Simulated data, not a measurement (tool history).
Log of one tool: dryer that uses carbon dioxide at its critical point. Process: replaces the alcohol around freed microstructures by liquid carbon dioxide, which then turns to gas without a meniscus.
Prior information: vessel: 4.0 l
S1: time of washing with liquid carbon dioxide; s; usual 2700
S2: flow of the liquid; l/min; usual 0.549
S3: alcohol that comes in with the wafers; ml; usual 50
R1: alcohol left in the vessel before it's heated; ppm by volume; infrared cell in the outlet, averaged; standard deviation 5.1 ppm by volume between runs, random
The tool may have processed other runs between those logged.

run	hour	S1	S2	S3	R1
1	0.0	2700	0.549	50	211
2	15.5	2700	0.549	50	217
3	36.7	2700	0.549	50	214
# hour 49.2: inlet filter changed
4	66.6	2700	0.549	50	202
# hour 77.9: purifier's bed changed
5	90.3	2700	0.549	50	56
6	120.1	2700	0.549	50	63
7	142.6	2700	0.549	50	67
8	163.1	2700	0.549	50	68
9	188.3	2700	0.549	50	74
10	206.9	2700	0.549	50	75
11	220.7	2700	0.549	50	82
12	244.8	2700	0.490	50	138
13	261.8	2700	0.549	50	92
14	282.6	2700	0.549	50	96
15	304.4	2700	0.549	50	94
16	334.2	1800	0.556	119	878
17	364.3	1800	0.556	119	876
18	390.6	1800	0.556	119	867
19	417.7	2220	0.679	69	129
20	431.9	4020	0.679	67	61
21	460.8	2520	0.604	21	80
22	482.3	2520	0.604	21	90
23	500.2	3300	0.716	31	68
24	519.7	3420	0.554	24	77
25	542.8	3420	0.554	24	67
26	575.3	3900	0.713	50	67
27	599.3	3900	0.828	50	70
28	620.8	2700	0.583	84	164

What would each run have given without the hidden state, its run-to-run variation left as it was?
Hidden state at play: flow that reaches the vessel past the clogged filter, %; alcohol in the recycled carbon dioxide, ppm; drift of the gauge itself on alcohol_ppm, %.
run	R1
1	49
2	49
3	43
4	59
5	48
6	50
7	50
8	48
9	50
10	47
11	53
12	96
13	53
14	54
15	49
16	691
17	677
18	657
19	59
20	11
21	20
22	27
23	11
24	14
25	1
26	1
27	3
28	52

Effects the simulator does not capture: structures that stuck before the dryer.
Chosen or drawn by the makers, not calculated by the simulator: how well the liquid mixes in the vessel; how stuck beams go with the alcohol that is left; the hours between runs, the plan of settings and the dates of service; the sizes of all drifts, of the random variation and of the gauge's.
